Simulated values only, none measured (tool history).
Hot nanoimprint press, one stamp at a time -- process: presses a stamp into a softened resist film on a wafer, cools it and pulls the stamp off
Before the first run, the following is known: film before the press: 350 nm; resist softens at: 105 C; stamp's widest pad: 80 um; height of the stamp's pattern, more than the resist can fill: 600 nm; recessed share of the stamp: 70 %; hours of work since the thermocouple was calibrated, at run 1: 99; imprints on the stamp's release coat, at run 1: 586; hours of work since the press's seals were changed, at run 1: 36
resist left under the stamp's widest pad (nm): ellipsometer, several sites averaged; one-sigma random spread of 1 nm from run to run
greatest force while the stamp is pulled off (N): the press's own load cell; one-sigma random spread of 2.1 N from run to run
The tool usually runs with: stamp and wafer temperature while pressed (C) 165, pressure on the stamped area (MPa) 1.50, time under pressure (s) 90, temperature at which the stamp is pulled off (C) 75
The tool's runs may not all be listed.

run,hour,stamp and wafer temperature while pressed (C),pressure on the stamped area (MPa),time under pressure (s),temperature at which the stamp is pulled off (C),hours of work since the thermocouple was calibrated,imprints on the stamp's release coat,hours of work since the press's seals were changed,resist left under the stamp's widest pad (nm),greatest force while the stamp is pulled off (N)
1,0.0,165,1.50,90,75,99,586,36,146.2,101
2,7.8,165,1.50,90,75,105,616,42,148.0,98
3,17.6,165,1.50,90,75,112,653,49,148.9,101
4,23.2,165,1.50,90,75,117,674,53,148.0,104
5,30.9,165,1.50,63,75,123,703,59,163.8,100
6,40.3,165,1.50,90,75,130,738,67,149.0,100
7,49.6,165,1.50,90,72,137,773,74,147.9,106
8,56.4,165,1.50,90,72,142,799,79,148.6,111
9,63.0,165,1.50,90,72,147,823,84,149.4,111
10,71.8,165,1.50,90,70,154,857,91,148.6,116
11,77.8,175,1.50,90,75,159,879,96,102.9,102
12,84.7,175,1.50,90,75,164,905,101,102.4,106
13,91.0,175,1.50,90,75,169,929,106,101.9,112
14,102.5,165,1.50,90,75,178,972,115,150.5,108
15,109.8,158,1.50,90,75,184,1000,120,198.6,109
16,118.0,158,1.36,90,75,190,1030,127,206.2,110
17,124.8,158,1.36,90,75,195,1056,132,208.3,109
18,129.7,158,1.36,90,75,199,1074,136,206.4,104
19,140.3,154,1.50,162,75,207,1115,144,194.9,110
20,151.1,154,1.50,162,75,215,1155,152,195.7,107
21,158.6,169,1.43,149,73,221,1184,158,110.9,116
22,168.4,155,1.50,167,61,229,1220,166,184.6,149
23,173.5,167,1.50,90,75,233,1239,170,139.2,107
24,184.3,165,1.43,56,61,241,1280,178,182.9,144
25,191.0,165,1.43,56,61,246,1305,183,181.2,146
26,200.1,165,2.40,90,70,253,1340,190,116.7,128
27,207.4,165,1.50,59,76,259,1367,196,176.2,109
28,214.7,153,1.06,103,61,265,1395,201,266.3,152
29,222.8,153,1.55,63,74,271,1425,208,258.0,119

Predict each of these 3 candidate next runs independently; none follows another, all start after run 29:
A,227.9,153,2.27,63,74,275,1444,212,?,?
B,227.9,153,1.55,63,72,275,1444,212,?,?
C,227.9,153,1.55,61,74,275,1444,212,?,?

run,resist left under the stamp's widest pad (nm),greatest force while the stamp is pulled off (N)
A,222.9,122
B,256.8,122
C,259.4,119
With no hidden state in the tool, these same runs would have given:
run,resist left under the stamp's widest pad (nm),greatest force while the stamp is pulled off (N)
A,210.7,96
B,246.3,96
C,249.0,93
